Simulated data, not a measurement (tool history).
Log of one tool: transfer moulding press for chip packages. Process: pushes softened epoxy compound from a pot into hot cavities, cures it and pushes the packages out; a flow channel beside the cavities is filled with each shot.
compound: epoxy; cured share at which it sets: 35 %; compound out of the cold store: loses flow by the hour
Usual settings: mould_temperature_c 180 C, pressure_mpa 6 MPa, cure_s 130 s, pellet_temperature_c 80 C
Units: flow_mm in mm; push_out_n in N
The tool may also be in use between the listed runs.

| run | hour | mould_temperature_c | pressure_mpa | cure_s | pellet_temperature_c | incoming compound's hours out of the cold store | flow_mm | push_out_n |
|---|---|---|---|---|---|---|---|---|
| 1 | 0 | 180 | 6 | 130 | 80 | 35.9 | 784 | 584 |
| 2 | 19.7 | 180 | 6 | 130 | 80 | 45.5 | 748 | 649 |
|  | 26.3 | cavities cleaned with cleaning compound and waxed |
| 3 | 64.8 | 180 | 5.14 | 130 | 80 | 25.5 | 745 | 681 |
|  | 75.4 | cavities cleaned with cleaning compound and waxed |
| 4 | 100.3 | 180 | 6 | 130 | 76 | 37.6 | 767 | 648 |
|  | 121.7 | cavities cleaned with cleaning compound and waxed |
| 5 | 145.7 | 180 | 6 | 130 | 76 | 35.8 | 769 | 597 |
|  | 168.1 | cavities cleaned with cleaning compound and waxed |
| 6 | 178.4 | 180 | 6 | 130 | 76 | 27.4 | 790 | 490 |
| 7 | 209.3 | 180 | 6 | 130 | 76 | 12.3 | 839 | 720 |
|  | 216.9 | cavities cleaned with cleaning compound and waxed |
| 8 | 250.3 | 180 | 6 | 130 | 80 | 19.4 | 808 | 666 |
|  | 265.5 | cavities cleaned with cleaning compound and waxed |
|  | 274 | plunger's sealing rings changed |
| 9 | 285.6 | 180 | 6 | 130 | 82 | 38.1 | 788 | 557 |
|  | 314.9 | cavities cleaned with cleaning compound and waxed |
| 10 | 323.1 | 175 | 6 | 130 | 80 | 12.1 | 892 | 692 |
|  | 362.4 | cavities cleaned with cleaning compound and waxed |
| 11 | 366 | 175 | 6 | 130 | 80 | 38.3 | 797 | 566 |
| 12 | 406 | 180 | 6 | 130 | 80 | 34.3 | 804 | 701 |
|  | 410.5 | cavities cleaned with cleaning compound and waxed |
| 13 | 452.5 | 180 | 6 | 130 | 80 | 35.1 | 783 | 715 |
|  | 456.9 | cavities cleaned with cleaning compound and waxed |
| 14 | 490.6 | 180 | 6 | 130 | 87 | 40.6 | 777 | 643 |
|  | 504.9 | cavities cleaned with cleaning compound and waxed |
| 15 | 513.5 | 180 | 6 | 115 | 80 | 12.5 | 858 | 602 |
|  | 519.2 | mould's thermocouples calibrated |
| 16 | 544.1 | 182 | 6 | 113 | 80 | 19.8 | 846 | 806 |
|  | 555.2 | cavities cleaned with cleaning compound and waxed |
| 17 | 565 | 180 | 6 | 125 | 89 | 23.9 | 818 | 513 |
| 18 | 595.4 | 185 | 6 | 169 | 89 | 9.9 | 855 | 577 |
|  | 603.6 | cavities cleaned with cleaning compound and waxed |
| 19 | 622.1 | 185 | 4.97 | 119 | 89 | 35.7 | 708 | 524 |
|  | 638.1 | mould's thermocouples calibrated, once more |
|  | 652.6 | cavities cleaned with cleaning compound and waxed |
| 20 | 654.1 | 185 | 4.97 | 119 | 89 | 17.4 | 761 | 379 |
| 21 | 680 | 185 | 4.97 | 119 | 89 | 41 | 689 | 572 |
|  | 700.1 | cavities cleaned with cleaning compound and waxed |
| 22 | 711.7 | 176 | 6.22 | 119 | 84 | 26.9 | 832 | 770 |
|  | 749.7 | cavities cleaned with cleaning compound and waxed |
| 23 | 753 | 182 | 6.53 | 116 | 72 | 37.3 | 804 | 449 |
| 24 | 784.2 | 176 | 5.91 | 124 | 75 | 22.9 | 831 | 996 |
|  | 797.9 | cavities cleaned with cleaning compound and waxed |
| 25 | 815.4 | 176 | 5.91 | 124 | 75 | 23.9 | 823 | 808 |
| 26 | 837.5 | 176 | 5.91 | 124 | 75 | 25.3 | 810 | 952 |

Forecast each of these 4 alternatives for the next run:
|  | 845.1 | cavities cleaned with cleaning compound and waxed |
| A | 876.4 | 180 | 6 | 130 | 87 | 20.9 | ? | ? |
|  | 845.1 | cavities cleaned with cleaning compound and waxed |
| B | 876.4 | 180 | 6 | 170 | 70 | 39.4 | ? | ? |
|  | 845.1 | cavities cleaned with cleaning compound and waxed |
| C | 876.4 | 185 | 6 | 130 | 80 | 36.8 | ? | ? |
|  | 845.1 | cavities cleaned with cleaning compound and waxed |
| D | 876.4 | 173 | 5.85 | 124 | 75 | 35 | ? | ? |

| run | flow_mm | push_out_n |
|---|---|---|
| A | 805 | 651 |
| B | 760 | 541 |
| C | 747 | 546 |
| D | 794 | 1133 |
Without the tool's hidden state the same runs would have given:
| run | flow_mm | push_out_n |
|---|---|---|
| A | 838 | 387 |
| B | 791 | 322 |
| C | 778 | 328 |
| D | 826 | 664 |
